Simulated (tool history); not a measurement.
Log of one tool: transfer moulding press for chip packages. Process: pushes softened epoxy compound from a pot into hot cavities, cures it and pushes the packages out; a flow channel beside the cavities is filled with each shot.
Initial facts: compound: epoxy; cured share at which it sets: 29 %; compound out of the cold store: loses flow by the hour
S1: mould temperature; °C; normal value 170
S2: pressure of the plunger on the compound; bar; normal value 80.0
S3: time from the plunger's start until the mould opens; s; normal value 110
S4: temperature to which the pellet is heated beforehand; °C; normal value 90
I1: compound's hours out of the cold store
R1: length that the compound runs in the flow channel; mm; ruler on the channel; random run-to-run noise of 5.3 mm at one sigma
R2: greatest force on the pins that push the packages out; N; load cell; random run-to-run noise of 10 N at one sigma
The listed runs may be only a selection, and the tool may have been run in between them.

run	hour	S1	S2	S3	S4	I1	R1	R2
1	0.0	170	80.0	110	90	8.0	1073	483
2	18.0	170	80.0	110	90	22.5	965	478
3	33.4	170	80.0	110	90	40.9	863	485
# hour 51.9: cavities cleaned with cleaning compound and waxed
4	57.3	170	80.0	110	83	47.1	827	471
5	75.8	170	80.0	110	83	14.3	1018	489
6	88.8	170	80.0	110	81	40.5	871	481
7	110.1	170	80.0	110	83	19.6	997	484
# hour 123.0: cavities cleaned with cleaning compound and waxed
8	133.6	170	80.0	110	91	15.4	1027	466
9	147.5	170	80.0	110	91	24.6	953	501
10	160.9	170	80.0	110	91	46.3	824	466
11	178.9	170	80.0	140	91	9.5	1070	438
# hour 192.7: cavities cleaned with cleaning compound and waxed
12	202.4	170	80.0	140	91	41.5	861	431
13	222.9	170	80.0	140	91	25.1	951	431
14	241.7	170	80.0	140	91	14.1	1024	431
15	257.6	169	62.7	117	97	9.5	942	484
# hour 262.6: cavities cleaned with cleaning compound and waxed
16	272.6	170	88.1	110	84	18.5	1045	473
17	288.5	170	66.7	110	84	33.5	821	465
18	303.1	170	80.0	93	87	26.1	961	603
19	319.4	177	80.3	93	98	39.3	859	459
# hour 333.0: cavities cleaned with cleaning compound and waxed
20	337.4	177	80.3	93	98	39.5	856	453
21	356.5	170	72.6	110	100	12.6	1000	473
22	366.3	170	72.6	110	100	45.3	796	472
23	383.3	170	96.5	110	95	26.3	1035	488
24	400.2	177	70.9	95	94	45.0	775	453
# hour 403.0: cavities cleaned with cleaning compound and waxed
25	414.4	177	70.9	95	94	13.5	947	443
26	436.8	170	75.0	110	90	8.3	1037	485
# hour 441.8: plunger's sealing rings changed
27	453.3	170	75.0	110	90	37.1	857	477

Alternative continuations, all from the tool just after run 27; predict every row:
A	471.9	170	67.7	110	90	25.6	?	?
B	471.9	170	80.0	124	90	43.6	?	?
C	471.9	171	80.0	110	90	11.0	?	?
D	471.9	170	73.2	104	90	35.9	?	?
E	471.9	172	60.9	121	90	27.0	?	?

run	R1	R2
A	872	469
B	848	455
C	1049	502
D	855	504
E	818	442
What these runs would have given with no unlogged condition in the tool:
run	R1	R2
A	872	462
B	848	448
C	1049	495
D	855	497
E	818	435

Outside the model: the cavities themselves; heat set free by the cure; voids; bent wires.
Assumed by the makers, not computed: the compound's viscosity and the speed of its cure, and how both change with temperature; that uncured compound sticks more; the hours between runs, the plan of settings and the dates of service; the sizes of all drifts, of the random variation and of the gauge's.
